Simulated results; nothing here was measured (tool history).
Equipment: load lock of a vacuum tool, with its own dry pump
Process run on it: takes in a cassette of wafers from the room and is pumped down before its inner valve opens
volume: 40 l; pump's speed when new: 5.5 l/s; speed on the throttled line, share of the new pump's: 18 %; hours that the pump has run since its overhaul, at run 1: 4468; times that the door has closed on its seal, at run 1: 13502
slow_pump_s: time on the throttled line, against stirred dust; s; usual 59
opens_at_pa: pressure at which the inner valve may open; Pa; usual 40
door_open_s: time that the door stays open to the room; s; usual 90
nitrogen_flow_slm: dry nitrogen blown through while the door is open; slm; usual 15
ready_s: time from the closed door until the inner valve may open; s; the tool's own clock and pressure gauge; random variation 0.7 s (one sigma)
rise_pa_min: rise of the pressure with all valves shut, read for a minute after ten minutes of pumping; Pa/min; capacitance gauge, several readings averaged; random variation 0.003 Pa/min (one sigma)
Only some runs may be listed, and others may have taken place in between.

| run | hour | slow_pump_s | opens_at_pa | door_open_s | nitrogen_flow_slm | hours that the pump has run since its overhaul | times that the door has closed on its seal | incoming humidity of the room's air, % | ready_s | rise_pa_min |
|---|---|---|---|---|---|---|---|---|---|---|
| 1 | 0 | 59 | 40 | 90 | 15 | 4468 | 13502 | 41.6 | 108 | 0.088 |
| 2 | 638.1 | 59 | 40 | 90 | 15 | 5106 | 16202 | 44.8 | 108.6 | 0.115 |
| 3 | 952.3 | 59 | 40 | 42 | 15 | 5420 | 17532 | 45 | 108 | 0.107 |
| 4 | 1377.5 | 59 | 40 | 42 | 15 | 5845 | 19331 | 45.8 | 109.5 | 0.122 |
| 5 | 1770.3 | 59 | 40 | 42 | 15 | 6238 | 20994 | 44.9 | 109.1 | 0.133 |
| 6 | 2056.6 | 59 | 40 | 42 | 6 | 6524 | 22205 | 40.5 | 109.2 | 0.15 |
| 7 | 2436.7 | 59 | 40 | 42 | 6 | 6904 | 23814 | 41.6 | 109 | 0.164 |
| 8 | 2828.2 | 59 | 40 | 42 | 6 | 7296 | 25471 | 44.8 | 109.7 | 0.173 |
| 9 | 3188.8 | 57 | 40 | 90 | 15 | 7657 | 26997 | 42.7 | 107.5 | 0.198 |
| 10 | 3650.7 | 57 | 40 | 90 | 15 | 8118 | 28952 | 43.1 | 107.7 | 0.221 |
| 11 | 4116 | 59 | 40 | 90 | 15 | 8584 | 30921 | 41.9 | 109.3 | 0.237 |
| 12 | 4521.8 | 59 | 40 | 90 | 15 | 8990 | 32638 | 43.7 | 109.7 | 0.25 |
| 13 | 4851.6 | 59 | 40 | 90 | 15 | 9319 | 34034 | 41.9 | 110.5 | 0.274 |
| 14 | 5405.1 | 48 | 40 | 210 | 7 | 9873 | 36376 | 44.3 | 101.8 | 0.322 |
| 15 | 6067.8 | 59 | 32 | 69 | 15 | 10536 | 39181 | 45 | 112.4 | 0.329 |
| 16 | 6497 | 118 | 32 | 69 | 8 | 10965 | 40997 | 46.9 | 160.5 | 0.355 |
| 17 | 6949.8 | 59 | 37 | 90 | 7 | 11418 | 42914 | 42.4 | 112.7 | 0.383 |
| 18 | 7369.3 | 37 | 35 | 69 | 32 | 11837 | 44689 | 45.8 | 96.2 | 0.396 |
| 19 | 7742.3 | 37 | 35 | 69 | 32 | 12210 | 46267 | 43.1 | 95.9 | 0.412 |
| 20 | 8179.5 | 50 | 70 | 90 | 15 | 12647 | 48118 | 43.7 | 100.9 | 0.445 |
| 21 | 8489.4 | 55 | 41 | 211 | 15 | 12957 | 49429 | 46.8 | 108.5 | 0.48 |
| 22 | 9097.8 | 35 | 40 | 90 | 13 | 13565 | 52004 | 40.9 | 93.3 | 0.501 |
|  | 9447.8 | door's seal changed, seat wiped |
| 23 | 9761.6 | 84 | 47 | 90 | 15 | 14228 | 1328 | 45.8 | 132.4 | 0.038 |
| 24 | 10374.2 | 50 | 46 | 234 | 15 | 14840 | 3920 | 42 | 105 | 0.06 |
| 25 | 10761.2 | 59 | 29 | 42 | 35 | 15227 | 5558 | 42.9 | 117.5 | 0.03 |

The same runs without the tool's hidden state, with the same run-to-run variation:
The hidden state here: pump's speed, % of a new pump's; leak at the door's seal, Pa l/s; drift of the gauge itself on ready_s, %; drift of the gauge itself on rise_pa_min, %.
| run | ready_s | rise_pa_min |
|---|---|---|
| 1 | 105.9 | 0.018 |
| 2 | 106.1 | 0.03 |
| 3 | 105.4 | 0.017 |
| 4 | 106.6 | 0.017 |
| 5 | 106.1 | 0.014 |
| 6 | 106 | 0.021 |
| 7 | 105.6 | 0.022 |
| 8 | 106 | 0.019 |
| 9 | 103.7 | 0.029 |
| 10 | 103.7 | 0.031 |
| 11 | 105 | 0.027 |
| 12 | 105.1 | 0.024 |
| 13 | 105.6 | 0.031 |
| 14 | 96.6 | 0.057 |
| 15 | 106.9 | 0.026 |
| 16 | 155.9 | 0.027 |
| 17 | 106.8 | 0.033 |
| 18 | 89.5 | 0.019 |
| 19 | 89 | 0.015 |
| 20 | 94.8 | 0.027 |
| 21 | 101.8 | 0.045 |
| 22 | 85.6 | 0.027 |
| 23 | 125.9 | 0.033 |
| 24 | 97 | 0.046 |
| 25 | 109.1 | 0.011 |
